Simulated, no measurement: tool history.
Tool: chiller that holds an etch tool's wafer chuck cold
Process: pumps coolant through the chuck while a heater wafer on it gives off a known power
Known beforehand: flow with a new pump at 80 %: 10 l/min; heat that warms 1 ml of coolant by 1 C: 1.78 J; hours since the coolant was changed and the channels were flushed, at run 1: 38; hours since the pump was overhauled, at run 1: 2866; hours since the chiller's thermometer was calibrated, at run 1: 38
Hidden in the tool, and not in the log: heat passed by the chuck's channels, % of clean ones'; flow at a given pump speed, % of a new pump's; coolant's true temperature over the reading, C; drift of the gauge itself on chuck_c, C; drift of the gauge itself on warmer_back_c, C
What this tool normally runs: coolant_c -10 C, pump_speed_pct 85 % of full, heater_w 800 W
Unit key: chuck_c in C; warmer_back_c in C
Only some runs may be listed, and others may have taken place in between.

run    hour  coolant_c  pump_speed_pct  heater_w  hours since the coolant was changed and the channels were flushed  hours since the pump was overhauled  hours since the chiller's thermometer was calibrated  chuck_c  warmer_back_c
  1       0        -10              85       800                                                                 38                                 2866                                                    38     -3.1           2.62
  2    40.2        -10              64       800                                                                 79                                 2906                                                    79     -1.7            3.5
  3    71.5        -10              85       993                                                                110                                 2938                                                   110     -1.5           3.29
  4   104.9        -10              85       800                                                                143                                 2971                                                   143     -3.2            2.7
  5   178.1        -10              99       800                                                                216                                 3044                                                   216     -3.8           2.27
  6   249.5        -10              85      1167                                                                288                                 3116                                                   288      0.1           3.84
  7   286.6        -10              85      1167                                                                325                                 3153                                                   325        0           3.86
  8   349.1        -10              85      1167                                                                387                                 3215                                                   387     -0.1           3.91
  9   389.9        -10              85      1167                                                                428                                 3256                                                   428      0.1           3.87
      397.7  -- chiller's thermometer calibrated
 10   460.5        -10              85      1167                                                                498                                 3326                                                    63      0.1           3.88
 11   499.4        -10              85      1167                                                                537                                 3365                                                   102      0.2           3.89
 12   551.4        -10              85       800                                                                589                                 3417                                                   154     -2.9           2.65
      590.3  -- chiller's thermometer calibrated, once more
 13   614.4        -10              85       982                                                                651                                 3479                                                    24     -1.4           3.25
 14   664.4         -8              85       800                                                                701                                 3529                                                    74       -1           2.68
 15   697.9         -8              85       800                                                                734                                 3562                                                   108     -0.9            2.7
 16     750        -10              85       623                                                                786                                 3614                                                   160     -4.5           2.06
 17   791.7         -1              94       553                                                                828                                 3656                                                   201      3.8            1.7
 18   827.1        -17              94       935                                                                863                                 3691                                                   237     -9.3           2.84
 19   884.2         -9              85       817                                                                920                                 3748                                                   294     -1.7           2.71
 20     921         -9              77       594                                                                957                                 3785                                                   331     -3.3           2.21
 21     963         -9              99       930                                                                999                                 3827                                                   373     -1.4           2.67
 22  1030.5        -10              77       800                                                               1067                                 3895                                                   440     -2.2           2.97
 23  1089.6         -7              85       722                                                               1126                                 3954                                                   499     -0.6           2.39
 24  1122.2         -7              63       722                                                               1158                                 3986                                                   532        1           3.29
 25  1179.3         -7              63       722                                                               1216                                 4044                                                   589        1           3.23
 26  1218.8        -10              85       551                                                               1255                                 4083                                                   628     -4.8           1.87
 27    1256        -11              78       505                                                               1292                                 4120                                                   666     -6.1           1.89
 28  1325.5        -11              78       505                                                               1362                                 4190                                                   735     -5.9           1.88
 29  1393.7        -11              75      1093                                                               1430                                 4258                                                   803     -0.2           4.19
 30  1460.4        -11              98      1093                                                               1497                                 4325                                                   870     -1.8           3.19
 31  1507.9        -19              85       458                                                               1544                                 4372                                                   918    -14.8           1.56
 32  1537.8        -10              97       800                                                               1574                                 4402                                                   948     -3.2           2.36

Each row is a separate what-if for the run after 32, all from the same tool condition, not one after another. Results?
  A  1585.9        -10              97      1135                                                               1622                                 4450                                                   996        ?              ?
  B  1585.9        -16              85       800                                                               1622                                 4450                                                   996        ?              ?
  C  1585.9        -10              94       959                                                               1622                                 4450                                                   996        ?              ?
  D  1585.9        -10              91       800                                                               1622                                 4450                                                   996        ?              ?

run  chuck_c  warmer_back_c
  A     -0.6           3.34
  B     -8.5           2.73
  C     -1.7           2.94
  D     -3.1           2.54
The same runs, with their run-to-run variation unchanged, on a tool lacking any hidden condition would have given:
run  chuck_c  warmer_back_c
  A     -1.5           3.14
  B     -9.3           2.57
  C     -2.5           2.77
  D     -3.8           2.39

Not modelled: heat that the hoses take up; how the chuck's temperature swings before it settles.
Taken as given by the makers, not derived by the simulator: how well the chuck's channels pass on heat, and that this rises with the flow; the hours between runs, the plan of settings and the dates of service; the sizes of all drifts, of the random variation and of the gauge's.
